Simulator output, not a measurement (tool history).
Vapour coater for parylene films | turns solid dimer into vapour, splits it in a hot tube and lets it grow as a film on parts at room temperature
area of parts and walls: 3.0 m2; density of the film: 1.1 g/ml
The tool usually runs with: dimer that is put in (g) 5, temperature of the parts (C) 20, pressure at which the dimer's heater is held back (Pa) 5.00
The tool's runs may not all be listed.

| run | hour | dimer that is put in (g) | temperature of the parts (C) | pressure at which the dimer's heater is held back (Pa) | thickness of the film (µm) |
|---|---|---|---|---|---|
| 1 | 0.0 | 5 | 20 | 5.00 | 0.863 |
| 2 | 56.8 | 8 | 20 | 5.00 | 1.351 |
| 3 | 124.5 | 5 | 30 | 5.00 | 0.635 |
| 4 | 159.9 | 5 | 20 | 4.08 | 0.852 |
| 5 | 197.5 | 5 | 20 | 4.08 | 0.844 |
| 6 | 253.7 | 5 | 20 | 5.00 | 0.817 |
| 7 | 320.0 | 5 | 21 | 5.00 | 0.774 |
|  | 330.5 | trap's valve overhauled |
| 8 | 387.0 | 5 | 20 | 5.00 | 0.755 |
| 9 | 432.5 | 5 | 20 | 5.00 | 0.720 |
| 10 | 480.2 | 5 | 20 | 4.29 | 0.719 |
|  | 532.5 | trap's valve overhauled, once more |
| 11 | 548.5 | 5 | 20 | 4.29 | 0.907 |
| 12 | 591.4 | 5 | 13 | 2.11 | 1.168 |
| 13 | 659.0 | 6 | 20 | 5.00 | 1.046 |
| 14 | 716.1 | 9 | 15 | 8.02 | 1.732 |
| 15 | 764.1 | 3 | 13 | 8.02 | 0.602 |
| 16 | 823.9 | 2 | 13 | 2.06 | 0.443 |
| 17 | 869.3 | 2 | 13 | 2.06 | 0.440 |
| 18 | 906.5 | 2 | 13 | 2.06 | 0.433 |
| 19 | 969.0 | 2 | 13 | 2.06 | 0.426 |
| 20 | 1006.9 | 2 | 13 | 2.06 | 0.426 |
| 21 | 1054.0 | 2 | 13 | 2.06 | 0.427 |
|  | 1080.5 | trap's valve overhauled |
|  | 1096.0 | table's thermometer calibrated |
| 22 | 1099.5 | 6 | 13 | 2.92 | 1.356 |

Branching from run 22: 5 alternative next runs. What would each branch give?
| A | 1142.7 | 4 | 29 | 3.58 | ? |
| B | 1142.7 | 3 | 26 | 11.29 | ? |
| C | 1142.7 | 8 | 12 | 11.38 | ? |
| D | 1142.7 | 2 | 13 | 9.75 | ? |
| E | 1142.7 | 5 | 23 | 5.00 | ? |

| run | thickness of the film (µm) |
|---|---|
| A | 0.555 |
| B | 0.415 |
| C | 1.644 |
| D | 0.407 |
| E | 0.792 |
Stripped of hidden state, with their random variation kept, the same runs would have yielded:
| run | thickness of the film (µm) |
|---|---|
| A | 0.562 |
| B | 0.420 |
| C | 1.668 |
| D | 0.413 |
| E | 0.803 |
